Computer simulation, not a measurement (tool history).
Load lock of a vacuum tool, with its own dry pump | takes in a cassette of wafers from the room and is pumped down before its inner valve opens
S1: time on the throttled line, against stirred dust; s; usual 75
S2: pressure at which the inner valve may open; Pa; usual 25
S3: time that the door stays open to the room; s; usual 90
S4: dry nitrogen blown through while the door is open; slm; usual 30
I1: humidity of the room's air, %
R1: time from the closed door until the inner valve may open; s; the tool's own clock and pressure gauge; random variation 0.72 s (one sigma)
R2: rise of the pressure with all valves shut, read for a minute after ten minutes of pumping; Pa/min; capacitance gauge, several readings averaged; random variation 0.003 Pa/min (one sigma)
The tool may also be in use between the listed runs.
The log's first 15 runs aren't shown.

Run 16, hour 5223.4: usual settings but S2 41 Pa; I1 45.3. Result: R1 112.4 s, R2 0.076 Pa/min.
Run 17, hour 5501.5: usual settings but S2 32 Pa; I1 46.1. Result: R1 114.8 s, R2 0.083 Pa/min.
Run 18, hour 5829.8: usual settings but S2 32 Pa; I1 48.6. Result: R1 114.3 s, R2 0.095 Pa/min.
Run 19, hour 6041.6: usual settings but S2 32 Pa; I1 47.0. Result: R1 115.8 s, R2 0.096 Pa/min.
Run 20, hour 6366.6: usual settings but S4 5 slm; I1 44.6. Result: R1 116.2 s, R2 0.124 Pa/min.
Run 21, hour 6712.4: usual settings but S1 38 s, S3 134 s; I1 43.9. Result: R1 85.2 s, R2 0.108 Pa/min.
Run 22, hour 7059.6: usual settings but S1 38 s, S3 134 s; I1 44.3. Result: R1 86.0 s, R2 0.119 Pa/min.
Run 23, hour 7488.0: usual settings but S1 57 s, S2 20 Pa, S3 31 s; I1 43.6. Result: R1 104.7 s, R2 0.112 Pa/min.
Run 24, hour 7771.1: usual settings but S1 50 s, S3 72 s; I1 43.2. Result: R1 96.0 s, R2 0.126 Pa/min.
Run 25, hour 8082.2: usual settings but S1 73 s, S2 40 Pa, S3 161 s, S4 28 slm; I1 43.7. Result: R1 112.6 s, R2 0.142 Pa/min.
Run 26, hour 8398.1: usual settings but S4 10 slm; I1 43.5. Result: R1 117.5 s, R2 0.170 Pa/min.
Run 27, hour 8660.3: usual settings but S1 94 s, S2 32 Pa; I1 45.5. Result: R1 132.7 s, R2 0.150 Pa/min.
Run 28, hour 8865.1: usual settings but S1 94 s, S2 32 Pa; I1 48.4. Result: R1 132.4 s, R2 0.157 Pa/min.
Run 29, hour 9221.1: usual settings but S1 94 s, S2 32 Pa; I1 44.0. Result: R1 132.8 s, R2 0.171 Pa/min.
Run 30, hour 9597.1: usual settings but S3 45 s, S4 26 slm; I1 41.6. Result: R1 118.0 s, R2 0.164 Pa/min.
Run 31, hour 9987.0: usual settings but S1 57 s, S2 21 Pa, S3 230 s, S4 36 slm; I1 45.1. Result: R1 105.2 s, R2 0.197 Pa/min.
Run 32, hour 10239.7: usual settings but S1 125 s, S2 42 Pa, S3 27 s, S4 18 slm; I1 45.9. Result: R1 157.4 s, R2 0.190 Pa/min.
Run 33, hour 10471.9: usual settings but S1 125 s, S2 42 Pa, S3 27 s, S4 18 slm; I1 47.8. Result: R1 157.7 s, R2 0.198 Pa/min.
Run 34, hour 10687.5: usual settings but S1 125 s, S2 31 Pa, S3 95 s, S4 21 slm; I1 43.8. Result: R1 159.4 s, R2 0.214 Pa/min.

Run 35 comes next. What will it give?
Run 35, hour 11026.5: usual settings but S2 35 Pa, S3 37 s, S4 7 slm; I1 44.9. Result: R1 ?, R2 ?.

R1: 117.2 s
R2: 0.228 Pa/min
Without the tool's hidden state the same run would have given R1 106.7 s, R2 0.047 Pa/min.
